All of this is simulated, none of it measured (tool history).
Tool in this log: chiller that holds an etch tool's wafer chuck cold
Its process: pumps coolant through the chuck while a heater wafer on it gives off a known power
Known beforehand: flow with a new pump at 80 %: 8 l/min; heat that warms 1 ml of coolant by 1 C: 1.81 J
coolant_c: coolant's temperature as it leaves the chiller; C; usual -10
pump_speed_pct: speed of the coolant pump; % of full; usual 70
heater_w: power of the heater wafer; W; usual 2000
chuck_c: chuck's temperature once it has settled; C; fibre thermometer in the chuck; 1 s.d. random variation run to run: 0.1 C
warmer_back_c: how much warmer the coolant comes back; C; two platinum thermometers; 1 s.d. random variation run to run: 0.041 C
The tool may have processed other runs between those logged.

| run | hour | coolant_c | pump_speed_pct | heater_w | chuck_c | warmer_back_c |
|---|---|---|---|---|---|---|
| 1 | 0.0 | -10 | 70 | 2000 | 20.2 | 9.89 |
| 2 | 173.7 | -10 | 70 | 2123 | 22.4 | 10.49 |
| 3 | 305.2 | -10 | 70 | 2123 | 22.6 | 10.61 |
| 4 | 415.4 | -10 | 70 | 2000 | 21.2 | 9.93 |
|  | 428.5 | chiller's thermometer calibrated |
| 5 | 546.9 | -10 | 70 | 1102 | 6.5 | 5.51 |
| 6 | 665.1 | -10 | 70 | 1102 | 6.5 | 5.51 |
| 7 | 806.0 | -10 | 70 | 1102 | 6.7 | 5.59 |
| 8 | 917.9 | -10 | 70 | 1102 | 7.1 | 5.48 |
|  | 935.4 | coolant pump overhauled |
| 9 | 1010.2 | -10 | 70 | 1102 | 7.2 | 5.59 |
| 10 | 1148.4 | -10 | 70 | 1102 | 7.3 | 5.57 |
|  | 1311.2 | coolant pump overhauled, once more |
| 11 | 1327.7 | -18 | 89 | 2000 | 7.8 | 7.43 |
| 12 | 1494.7 | -18 | 89 | 2000 | 8.1 | 7.47 |
| 13 | 1610.6 | -10 | 96 | 1697 | 11.4 | 5.92 |
| 14 | 1770.4 | -17 | 91 | 2600 | 16.9 | 9.66 |
| 15 | 1935.2 | -5 | 79 | 2000 | 23.8 | 8.49 |
| 16 | 2054.4 | -12 | 97 | 2000 | 13.7 | 7.00 |
|  | 2142.0 | coolant changed, channels flushed |
| 17 | 2158.5 | -12 | 97 | 2000 | 10.3 | 7.07 |
| 18 | 2259.6 | -16 | 97 | 2000 | 6.3 | 7.04 |

5 ways to go on from here, each from the tool as it stands after run 18. What would each give?
| A | 2358.9 | -14 | 89 | 2000 | ? | ? |
| B | 2358.9 | -10 | 83 | 2000 | ? | ? |
| C | 2358.9 | -18 | 97 | 1886 | ? | ? |
| D | 2358.9 | -10 | 94 | 2000 | ? | ? |
| E | 2358.9 | -10 | 99 | 2000 | ? | ? |

| run | chuck_c | warmer_back_c |
|---|---|---|
| A | 9.9 | 7.68 |
| B | 14.8 | 8.22 |
| C | 3.5 | 6.64 |
| D | 12.9 | 7.32 |
| E | 12.3 | 6.95 |
With the hidden condition removed and each run's random variation left untouched, the same runs would have given:
| run | chuck_c | warmer_back_c |
|---|---|---|
| A | 8.7 | 7.47 |
| B | 13.5 | 8.00 |
| C | 2.4 | 6.46 |
| D | 11.7 | 7.12 |
| E | 11.1 | 6.76 |
